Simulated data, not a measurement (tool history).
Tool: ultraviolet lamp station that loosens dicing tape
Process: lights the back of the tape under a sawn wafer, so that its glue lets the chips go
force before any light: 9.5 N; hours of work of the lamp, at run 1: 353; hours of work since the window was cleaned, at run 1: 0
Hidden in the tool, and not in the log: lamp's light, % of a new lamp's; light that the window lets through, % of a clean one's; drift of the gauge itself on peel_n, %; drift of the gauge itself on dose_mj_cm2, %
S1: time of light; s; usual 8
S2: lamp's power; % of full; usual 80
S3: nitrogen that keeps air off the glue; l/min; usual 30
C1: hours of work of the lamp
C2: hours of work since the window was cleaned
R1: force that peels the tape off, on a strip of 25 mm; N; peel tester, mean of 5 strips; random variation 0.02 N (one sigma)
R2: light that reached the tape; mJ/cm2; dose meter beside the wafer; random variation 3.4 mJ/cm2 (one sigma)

{"run": 1, "hour": 0.0, "S1": 8, "S2": 80, "S3": 30, "C1": 353, "C2": 0, "R1": 1.099, "R2": 501}
{"run": 2, "hour": 31.7, "S1": 8, "S2": 80, "S3": 30, "C1": 369, "C2": 16, "R1": 1.144, "R2": 512}
{"run": 3, "hour": 51.3, "S1": 8, "S2": 80, "S3": 30, "C1": 379, "C2": 26, "R1": 1.167, "R2": 500}
{"run": 4, "hour": 87.9, "S1": 8, "S2": 80, "S3": 30, "C1": 398, "C2": 45, "R1": 1.189, "R2": 485}
{"run": 5, "hour": 129.5, "S1": 8, "S2": 80, "S3": 30, "C1": 419, "C2": 67, "R1": 1.191, "R2": 483}
{"run": 6, "hour": 156.6, "S1": 8, "S2": 80, "S3": 30, "C1": 433, "C2": 80, "R1": 1.261, "R2": 476}
{"run": 7, "hour": 200.9, "S1": 8, "S2": 80, "S3": 30, "C1": 456, "C2": 103, "R1": 1.29, "R2": 474}
{"run": 8, "hour": 237.9, "S1": 8, "S2": 80, "S3": 30, "C1": 475, "C2": 122, "R1": 1.363, "R2": 466}
{"run": 9, "hour": 277.4, "S1": 8, "S2": 60, "S3": 30, "C1": 495, "C2": 143, "R1": 2.136, "R2": 347}
{"run": 10, "hour": 300.7, "S1": 8, "S2": 60, "S3": 30, "C1": 507, "C2": 154, "R1": 2.143, "R2": 343}
{"run": 11, "hour": 328.3, "S1": 8, "S2": 60, "S3": 30, "C1": 521, "C2": 169, "R1": 2.199, "R2": 339}
{"run": 12, "hour": 369.7, "S1": 8, "S2": 80, "S3": 30, "C1": 543, "C2": 190, "R1": 1.424, "R2": 442}
{"run": 13, "hour": 394.5, "S1": 8, "S2": 80, "S3": 30, "C1": 555, "C2": 203, "R1": 1.442, "R2": 445}
{"run": 14, "hour": 430.2, "S1": 8, "S2": 80, "S3": 30, "C1": 574, "C2": 221, "R1": 1.462, "R2": 433}
{"hour": 434.8, "done": "window cleaned of glue's vapour"}
{"run": 15, "hour": 458.5, "S1": 8, "S2": 80, "S3": 30, "C1": 588, "C2": 12, "R1": 1.651, "R2": 403}
{"run": 16, "hour": 482.1, "S1": 8, "S2": 80, "S3": 30, "C1": 600, "C2": 24, "R1": 1.632, "R2": 399}
{"run": 17, "hour": 503.4, "S1": 8, "S2": 80, "S3": 45, "C1": 611, "C2": 35, "R1": 1.431, "R2": 393}
{"run": 18, "hour": 529.7, "S1": 8, "S2": 80, "S3": 45, "C1": 624, "C2": 49, "R1": 1.36, "R2": 393}
{"run": 19, "hour": 560.8, "S1": 8, "S2": 80, "S3": 45, "C1": 640, "C2": 65, "R1": 1.466, "R2": 387}
{"run": 20, "hour": 602.8, "S1": 5, "S2": 80, "S3": 30, "C1": 662, "C2": 86, "R1": 3.419, "R2": 236}
{"hour": 645.4, "done": "window cleaned of glue's vapour, once more"}
{"run": 21, "hour": 645.7, "S1": 5, "S2": 80, "S3": 30, "C1": 684, "C2": 0, "R1": 2.644, "R2": 300}
{"run": 22, "hour": 676.6, "S1": 12, "S2": 97, "S3": 23, "C1": 700, "C2": 16, "R1": 0.44, "R2": 865}
{"run": 23, "hour": 694.9, "S1": 12, "S2": 97, "S3": 23, "C1": 709, "C2": 25, "R1": 0.446, "R2": 864}
{"run": 24, "hour": 739.4, "S1": 4, "S2": 97, "S3": 23, "C1": 732, "C2": 48, "R1": 3.124, "R2": 282}
{"run": 25, "hour": 770.1, "S1": 15, "S2": 96, "S3": 51, "C1": 748, "C2": 64, "R1": 0.192, "R2": 1029}
{"run": 26, "hour": 788.6, "S1": 4, "S2": 96, "S3": 9, "C1": 757, "C2": 74, "R1": 4.401, "R2": 275}
{"run": 27, "hour": 829.7, "S1": 5, "S2": 94, "S3": 10, "C1": 778, "C2": 95, "R1": 3.654, "R2": 334}
{"run": 28, "hour": 856.1, "S1": 5, "S2": 62, "S3": 30, "C1": 792, "C2": 108, "R1": 3.641, "R2": 214}
{"run": 29, "hour": 891.6, "S1": 13, "S2": 80, "S3": 30, "C1": 810, "C2": 127, "R1": 0.525, "R2": 711}
{"run": 30, "hour": 917.7, "S1": 13, "S2": 80, "S3": 30, "C1": 824, "C2": 140, "R1": 0.537, "R2": 713}
{"run": 31, "hour": 953.6, "S1": 4, "S2": 70, "S3": 10, "C1": 842, "C2": 158, "R1": 5.583, "R2": 195}
{"run": 32, "hour": 977.1, "S1": 6, "S2": 83, "S3": 22, "C1": 854, "C2": 170, "R1": 2.61, "R2": 333}
{"run": 33, "hour": 1004.2, "S1": 5, "S2": 64, "S3": 18, "C1": 868, "C2": 184, "R1": 4.416, "R2": 212}
{"run": 34, "hour": 1038.9, "S1": 8, "S2": 64, "S3": 38, "C1": 886, "C2": 202, "R1": 2.024, "R2": 335}
{"run": 35, "hour": 1062.9, "S1": 15, "S2": 92, "S3": 12, "C1": 898, "C2": 215, "R1": 0.703, "R2": 894}
{"run": 36, "hour": 1097.3, "S1": 15, "S2": 92, "S3": 12, "C1": 916, "C2": 232, "R1": 0.721, "R2": 886}
{"run": 37, "hour": 1141.2, "S1": 10, "S2": 95, "S3": 30, "C1": 938, "C2": 255, "R1": 0.792, "R2": 588}
{"run": 38, "hour": 1161.5, "S1": 8, "S2": 69, "S3": 34, "C1": 949, "C2": 265, "R1": 2.056, "R2": 347}
{"run": 39, "hour": 1196.1, "S1": 8, "S2": 83, "S3": 13, "C1": 967, "C2": 283, "R1": 2.502, "R2": 411}
{"run": 40, "hour": 1233.8, "S1": 8, "S2": 83, "S3": 13, "C1": 986, "C2": 302, "R1": 2.706, "R2": 403}
{"run": 41, "hour": 1267.5, "S1": 8, "S2": 79, "S3": 11, "C1": 1003, "C2": 320, "R1": 3.153, "R2": 376}
{"run": 42, "hour": 1305.1, "S1": 8, "S2": 65, "S3": 11, "C1": 1023, "C2": 339, "R1": 3.792, "R2": 307}

Forecast each of these 4 alternatives for the next run:
{"hour": 1324.8, "done": "window cleaned of glue's vapour"}
{"run": "A", "hour": 1324.8, "S1": 10, "S2": 63, "S3": 19, "C1": 1032, "C2": 0, "R1": "?", "R2": "?"}
{"hour": 1324.8, "done": "window cleaned of glue's vapour"}
{"run": "B", "hour": 1324.8, "S1": 8, "S2": 66, "S3": 11, "C1": 1032, "C2": 0, "R1": "?", "R2": "?"}
{"hour": 1324.8, "done": "window cleaned of glue's vapour"}
{"run": "C", "hour": 1324.8, "S1": 8, "S2": 75, "S3": 30, "C1": 1032, "C2": 0, "R1": "?", "R2": "?"}
{"hour": 1324.8, "done": "window cleaned of glue's vapour"}
{"run": "D", "hour": 1324.8, "S1": 6, "S2": 72, "S3": 41, "C1": 1032, "C2": 0, "R1": "?", "R2": "?"}

run=A R1=1.833 R2=447
run=B R1=3.048 R2=377
run=C R1=1.573 R2=431
run=D R1=2.165 R2=308
Without the tool's hidden state the same runs would have given:
run=A R1=1.371 R2=531
run=B R1=2.480 R2=448
run=C R1=1.140 R2=512
run=D R1=1.657 R2=366
